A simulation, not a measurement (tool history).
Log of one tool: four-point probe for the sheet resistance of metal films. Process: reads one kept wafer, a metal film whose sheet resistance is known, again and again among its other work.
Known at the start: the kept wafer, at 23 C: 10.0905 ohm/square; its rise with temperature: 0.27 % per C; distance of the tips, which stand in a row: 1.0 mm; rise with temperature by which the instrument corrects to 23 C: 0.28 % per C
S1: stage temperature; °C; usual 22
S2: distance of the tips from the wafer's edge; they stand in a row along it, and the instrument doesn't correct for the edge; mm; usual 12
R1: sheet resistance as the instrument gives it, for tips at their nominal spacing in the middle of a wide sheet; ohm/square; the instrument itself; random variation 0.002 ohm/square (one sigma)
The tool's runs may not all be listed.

Run 1, day 0: usual settings. Result: R1 10.213378 ohm/square.
Run 2, day 0.458: usual settings. Result: R1 10.213319 ohm/square.
Run 3, day 0.825: usual settings but S1 21 °C. Result: R1 10.216668 ohm/square.
Run 4, day 1.429: usual settings but S1 26 °C. Result: R1 10.211378 ohm/square.
Run 5, day 1.908: usual settings. Result: R1 10.215037 ohm/square.
Run 6, day 2.521: usual settings but S2 75 mm. Result: R1 10.179534 ohm/square.
Run 7, day 2.833: usual settings but S2 75 mm. Result: R1 10.176913 ohm/square.
Run 8, day 3.233: usual settings. Result: R1 10.214019 ohm/square.
Run 9, day 3.638: usual settings. Result: R1 10.212222 ohm/square.
Run 10, day 4.125: usual settings. Result: R1 10.211755 ohm/square.
Run 11, day 4.638: usual settings but S2 8 mm. Result: R1 10.257716 ohm/square.
Run 12, day 5.2: usual settings but S2 51 mm. Result: R1 10.179424 ohm/square.
Run 13, day 5.804: usual settings but S2 6 mm. Result: R1 10.326229 ohm/square.
Run 14, day 6.329: usual settings but S2 6 mm. Result: R1 10.325278 ohm/square.
Run 15, day 6.921: usual settings but S2 6 mm. Result: R1 10.326304 ohm/square.
Run 16, day 7.542: usual settings. Result: R1 10.207912 ohm/square.
Run 17, day 8.225: usual settings. Result: R1 10.211264 ohm/square.
Run 18, day 8.7: usual settings. Result: R1 10.212321 ohm/square.
Run 19, day 9.088: usual settings. Result: R1 10.209987 ohm/square.
Run 20, day 9.475: usual settings. Result: R1 10.210729 ohm/square.
Run 21, day 9.846: usual settings. Result: R1 10.210022 ohm/square.
Run 22, day 10.529: usual settings. Result: R1 10.20831 ohm/square.
Run 23, day 11.179: usual settings. Result: R1 10.209825 ohm/square.
Run 24, day 11.867: usual settings but S1 27 °C, S2 3 mm. Result: R1 10.739758 ohm/square.
Run 25, day 12.342: usual settings but S1 27 °C, S2 3 mm. Result: R1 10.741315 ohm/square.
Run 26, day 12.729: usual settings but S1 27 °C, S2 3 mm. Result: R1 10.740153 ohm/square.
Run 27, day 13.133: usual settings but S1 27 °C, S2 58 mm. Result: R1 10.168612 ohm/square.
Run 28, day 13.629: usual settings but S1 33 °C, S2 42 mm. Result: R1 10.166069 ohm/square.
Run 29, day 14.258: usual settings but S1 33 °C, S2 42 mm. Result: R1 10.167683 ohm/square.
Run 30, day 14.721: usual settings but S1 33 °C, S2 42 mm. Result: R1 10.169006 ohm/square.
Run 31, day 15.096: usual settings but S1 26 °C, S2 27 mm. Result: R1 10.172959 ohm/square.
Run 32, day 15.588: usual settings but S1 31 °C, S2 54 mm. Result: R1 10.166493 ohm/square.
Run 33, day 16.017: usual settings. Result: R1 10.209884 ohm/square.
Run 34, day 16.712: usual settings but S1 25 °C, S2 11 mm. Result: R1 10.208781 ohm/square.
Run 35, day 17.358: usual settings but S1 24 °C, S2 72 mm. Result: R1 10.168459 ohm/square.
Run 36, day 17.821: usual settings but S2 63 mm. Result: R1 10.17236 ohm/square.
Run 37, day 18.354: usual settings but S1 19 °C, S2 63 mm. Result: R1 10.172469 ohm/square.
Run 38, day 18.946: usual settings but S1 25 °C, S2 11 mm. Result: R1 10.210352 ohm/square.
Run 39, day 19.233: usual settings but S1 30 °C, S2 4 mm. Result: R1 10.490365 ohm/square.
Run 40, day 19.608: usual settings but S1 32 °C, S2 54 mm. Result: R1 10.16314 ohm/square.
Run 41, day 20.254: usual settings but S1 32 °C, S2 54 mm. Result: R1 10.163898 ohm/square.
Run 42, day 20.854: usual settings but S1 31 °C, S2 46 mm. Result: R1 10.164531 ohm/square.
Run 43, day 21.154: usual settings but S1 31 °C, S2 46 mm. Result: R1 10.16104 ohm/square.
Run 44, day 21.683: usual settings but S2 58 mm. Result: R1 10.166693 ohm/square.
Run 45, day 22.329: usual settings but S1 27 °C, S2 27 mm. Result: R1 10.170822 ohm/square.

4 ways to go on from here, each from the tool as it stands after run 45. What would each give?
Run A, day 22.771: usual settings but S1 20 °C, S2 3 mm. Result: R1 ?.
Run B, day 22.771: usual settings but S1 23 °C, S2 43 mm. Result: R1 ?.
Run C, day 22.771: usual settings but S1 24 °C, S2 7 mm. Result: R1 ?.
Run D, day 22.771: usual settings. Result: R1 ?.

run         R1
  A  10.737937
  B  10.173697
  C  10.275425
  D  10.200872
Without the tool's hidden state the same runs would have given:
run         R1
  A  10.659377
  B   10.09892
  C  10.199962
  D  10.125915

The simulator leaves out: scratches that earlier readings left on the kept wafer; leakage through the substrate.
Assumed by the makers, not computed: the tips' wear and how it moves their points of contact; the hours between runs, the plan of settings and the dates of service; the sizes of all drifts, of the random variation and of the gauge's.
